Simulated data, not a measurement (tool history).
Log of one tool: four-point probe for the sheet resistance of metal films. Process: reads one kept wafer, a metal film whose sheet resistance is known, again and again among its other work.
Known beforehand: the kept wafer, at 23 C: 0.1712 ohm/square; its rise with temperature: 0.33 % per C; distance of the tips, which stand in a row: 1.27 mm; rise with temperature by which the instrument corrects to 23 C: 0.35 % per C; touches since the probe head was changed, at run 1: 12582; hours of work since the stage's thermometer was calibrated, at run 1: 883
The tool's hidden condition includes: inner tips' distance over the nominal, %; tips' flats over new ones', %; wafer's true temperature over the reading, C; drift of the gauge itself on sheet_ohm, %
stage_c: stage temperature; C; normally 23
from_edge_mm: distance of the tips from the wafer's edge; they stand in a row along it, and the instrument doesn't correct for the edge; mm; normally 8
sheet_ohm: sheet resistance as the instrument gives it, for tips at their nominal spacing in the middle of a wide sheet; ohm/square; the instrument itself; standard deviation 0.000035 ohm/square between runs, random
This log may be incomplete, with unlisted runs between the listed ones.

run,day,stage_c,from_edge_mm,touches since the probe head was changed,hours of work since the stage's thermometer was calibrated,sheet_ohm
1,0,23,8,12582,883,0.17266
2,1.625,23,8,13307,907,0.172588
3,3.108,23,8,13967,929,0.172655
4,5.033,18,8,14826,957,0.172726
5,7.05,18,8,15726,987,0.172637
6,9.179,18,8,16676,1018,0.17264
7,10.721,18,8,17364,1041,0.172564
8,12.029,23,5,17947,1060,0.175992
9,14.179,23,8,18906,1092,0.172433
10,15.65,23,8,19561,1113,0.172434
11,18.188,23,8,20692,1151,0.172445
12,20.65,23,8,21790,1187,0.17228
13,22.112,24,8,22444,1208,0.172348
14,23.654,24,8,23131,1231,0.17229
# day 23.846: stage's thermometer calibrated
15,26.221,24,40,24265,35,0.169913
16,28.246,24,40,25169,65,0.169957
17,29.7,24,40,25818,86,0.169914
18,31.229,32,30,26500,109,0.169768
19,32.804,32,4,27202,132,0.178301
20,34.496,27,4,27955,157,0.178445
# day 35.562: stage's thermometer calibrated, once more
21,37.05,21,8,29085,22,0.172449

Expected results for the next run?
22,39.462,33,4,30162,57,?

Run 22 yielded sheet_ohm 0.178527 ohm/square.
With no hidden state in the tool, this same run would have given sheet_ohm 0.179718 ohm/square.

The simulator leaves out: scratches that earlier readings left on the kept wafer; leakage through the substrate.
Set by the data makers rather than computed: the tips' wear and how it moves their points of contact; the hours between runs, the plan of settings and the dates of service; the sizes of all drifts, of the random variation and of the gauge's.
